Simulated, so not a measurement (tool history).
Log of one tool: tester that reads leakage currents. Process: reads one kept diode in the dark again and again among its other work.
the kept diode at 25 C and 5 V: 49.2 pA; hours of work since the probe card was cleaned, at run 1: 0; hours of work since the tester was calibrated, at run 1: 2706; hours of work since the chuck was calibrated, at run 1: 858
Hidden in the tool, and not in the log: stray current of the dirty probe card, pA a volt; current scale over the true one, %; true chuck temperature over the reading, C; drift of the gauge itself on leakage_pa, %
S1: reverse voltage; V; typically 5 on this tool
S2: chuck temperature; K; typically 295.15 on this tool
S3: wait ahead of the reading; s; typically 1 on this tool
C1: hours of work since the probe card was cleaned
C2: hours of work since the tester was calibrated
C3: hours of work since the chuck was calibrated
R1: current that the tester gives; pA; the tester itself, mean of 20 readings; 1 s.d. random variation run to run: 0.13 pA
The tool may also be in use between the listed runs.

| run | hour | S1 | S2 | S3 | C1 | C2 | C3 | R1 |
|---|---|---|---|---|---|---|---|---|
| 1 | 0 | 5 | 295.15 | 1 | 0 | 2706 | 858 | 44.68 |
| 2 | 90 | 5 | 295.15 | 1 | 59 | 2765 | 917 | 45.22 |
| 3 | 241.3 | 5 | 295.15 | 1 | 158 | 2864 | 1016 | 46.28 |
|  | 280.5 | chuck's temperature calibrated |
| 4 | 420.8 | 5 | 295.15 | 1 | 274 | 2980 | 92 | 40.28 |
| 5 | 510.9 | 6.07 | 295.15 | 1 | 333 | 3039 | 151 | 44.79 |
| 6 | 686.2 | 5 | 295.15 | 2.02 | 448 | 3154 | 266 | 41.76 |
| 7 | 793.4 | 5 | 295.15 | 2.02 | 519 | 3224 | 336 | 42.36 |
| 8 | 903.5 | 5 | 295.15 | 2.02 | 591 | 3296 | 408 | 42.95 |
| 9 | 1082.9 | 5 | 295.15 | 1 | 708 | 3414 | 526 | 44.42 |
| 10 | 1197.5 | 5 | 295.15 | 1 | 783 | 3489 | 601 | 45.25 |
| 11 | 1317.9 | 5 | 295.15 | 1 | 862 | 3568 | 680 | 46.06 |
| 12 | 1473 | 5 | 295.15 | 2.34 | 964 | 3669 | 781 | 46.95 |
| 13 | 1669.7 | 5 | 295.15 | 2.34 | 1093 | 3798 | 910 | 48.23 |
|  | 1783.7 | probe card cleaned and baked |
|  | 1878.5 | chuck's temperature calibrated |
| 14 | 1884.5 | 12.75 | 295.15 | 2.34 | 65 | 3936 | 4 | 59.88 |
| 15 | 2093.1 | 5 | 295.15 | 1 | 201 | 4072 | 141 | 40.09 |
| 16 | 2179.6 | 5 | 294.15 | 1 | 258 | 4129 | 197 | 37.4 |
| 17 | 2379.6 | 5 | 294.15 | 1 | 389 | 4260 | 328 | 38.62 |
| 18 | 2463.7 | 5 | 294.15 | 1 | 444 | 4315 | 383 | 39.12 |
| 19 | 2670.8 | 5 | 294.15 | 1 | 580 | 4451 | 519 | 40.45 |
| 20 | 2831.1 | 1.34 | 294.15 | 1 | 685 | 4556 | 624 | 21.88 |
| 21 | 2975 | 2.26 | 299.15 | 8.01 | 779 | 4650 | 718 | 42.99 |
| 22 | 3107.4 | 2.26 | 299.15 | 8.01 | 866 | 4737 | 805 | 43.65 |
|  | 3210 | tester calibrated |
| 23 | 3238.5 | 2.26 | 299.15 | 2.77 | 951 | 19 | 890 | 45.15 |
| 24 | 3327.3 | 8.88 | 303.15 | 1.73 | 1009 | 77 | 948 | 121.62 |
|  | 3466 | chuck's temperature calibrated |
| 25 | 3508.2 | 5 | 295.15 | 7.3 | 1126 | 194 | 28 | 42.41 |
|  | 3559.3 | probe card cleaned and baked |
| 26 | 3709.9 | 5 | 323.15 | 4.28 | 99 | 324 | 158 | 362.64 |
| 27 | 3912.7 | 5 | 328.15 | 4.28 | 232 | 457 | 291 | 532.18 |
| 28 | 4069.6 | 5 | 328.15 | 4.28 | 334 | 560 | 393 | 538.7 |
| 29 | 4220.2 | 11.48 | 294.15 | 1 | 433 | 659 | 492 | 61.04 |
| 30 | 4416.5 | 1.13 | 297.15 | 1 | 562 | 787 | 621 | 26.07 |
| 31 | 4569 | 1.13 | 297.15 | 1 | 662 | 887 | 721 | 26.72 |
| 32 | 4728.4 | 2.03 | 300.15 | 9.52 | 766 | 992 | 825 | 45.52 |
| 33 | 4864 | 2.03 | 300.15 | 9.52 | 855 | 1080 | 914 | 46.47 |
| 34 | 5040.7 | 2.03 | 297.15 | 9.52 | 971 | 1196 | 1030 | 37.23 |
|  | 5053.8 | chuck's temperature calibrated |
| 35 | 5241.3 | 2.03 | 297.15 | 9.52 | 1101 | 1326 | 123 | 31.64 |
|  | 5333 | probe card cleaned and baked |
| 36 | 5418 | 2.03 | 297.15 | 9.52 | 56 | 1440 | 237 | 31.19 |
| 37 | 5621.1 | 2.03 | 297.15 | 9.52 | 189 | 1573 | 370 | 32.22 |
| 38 | 5790.3 | 2.03 | 308.15 | 0.35 | 300 | 1684 | 481 | 81.37 |
| 39 | 5950.9 | 1.99 | 304.15 | 0.44 | 405 | 1789 | 586 | 60.04 |

Hidden state at the last listed run before each entry between runs and at the first one after, where it differs:
Run 3 -> run 4: chuck's temperature calibrated (hour 280.5)
  stray current of the dirty probe card, pA a volt: 0.115 -> 0.193; current scale over the true one, %: -0.53 -> -0.56; true chuck temperature over the reading, C: 2.08 -> 0.24
  difference, measured minus the result without the unlogged condition, R1: +7.72 -> +1.45 pA
Run 13 -> run 14: probe card cleaned and baked (hour 1783.7); chuck's temperature calibrated (hour 1878.5)
  stray current of the dirty probe card, pA a volt: 0.715 -> 0.063; current scale over the true one, %: -0.79 -> -0.83; true chuck temperature over the reading, C: 1.91 -> 0.03
  difference, measured minus the result without the unlogged condition, R1: +9.92 -> +0.2 pA
Run 22 -> run 23: tester calibrated (hour 3210)
  stray current of the dirty probe card, pA a volt: 0.564 -> 0.617; current scale over the true one, %: -1.06 -> 0; true chuck temperature over the reading, C: 1.77 -> 1.94
  difference, measured minus the result without the unlogged condition, R1: +6.7 -> +7.93 pA
Run 24 -> run 25: chuck's temperature calibrated (hour 3466)
  stray current of the dirty probe card, pA a volt: 0.65 -> 0.723; current scale over the true one, %: -0.02 -> -0.05; true chuck temperature over the reading, C: 2.05 -> 0.16
  difference, measured minus the result without the unlogged condition, R1: +23.45 -> +4.04 pA
Run 25 -> run 26: probe card cleaned and baked (hour 3559.3)
  stray current of the dirty probe card, pA a volt: 0.723 -> 0.082; current scale over the true one, %: -0.05 -> -0.09; true chuck temperature over the reading, C: 0.16 -> 0.43
  difference, measured minus the result without the unlogged condition, R1: +4.04 -> +11.21 pA
Run 34 -> run 35: chuck's temperature calibrated (hour 5053.8)
  stray current of the dirty probe card, pA a volt: 0.62 -> 0.701; current scale over the true one, %: -0.33 -> -0.37; true chuck temperature over the reading, C: 2.32 -> 0.31
  difference, measured minus the result without the unlogged condition, R1: +7.56 -> +2.05 pA
Run 35 -> run 36: probe card cleaned and baked (hour 5333)
  stray current of the dirty probe card, pA a volt: 0.701 -> 0.06; current scale over the true one, %: -0.37 -> -0.4; true chuck temperature over the reading, C: 0.31 -> 0.57
  difference, measured minus the result without the unlogged condition, R1: +2.05 -> +1.44 pA

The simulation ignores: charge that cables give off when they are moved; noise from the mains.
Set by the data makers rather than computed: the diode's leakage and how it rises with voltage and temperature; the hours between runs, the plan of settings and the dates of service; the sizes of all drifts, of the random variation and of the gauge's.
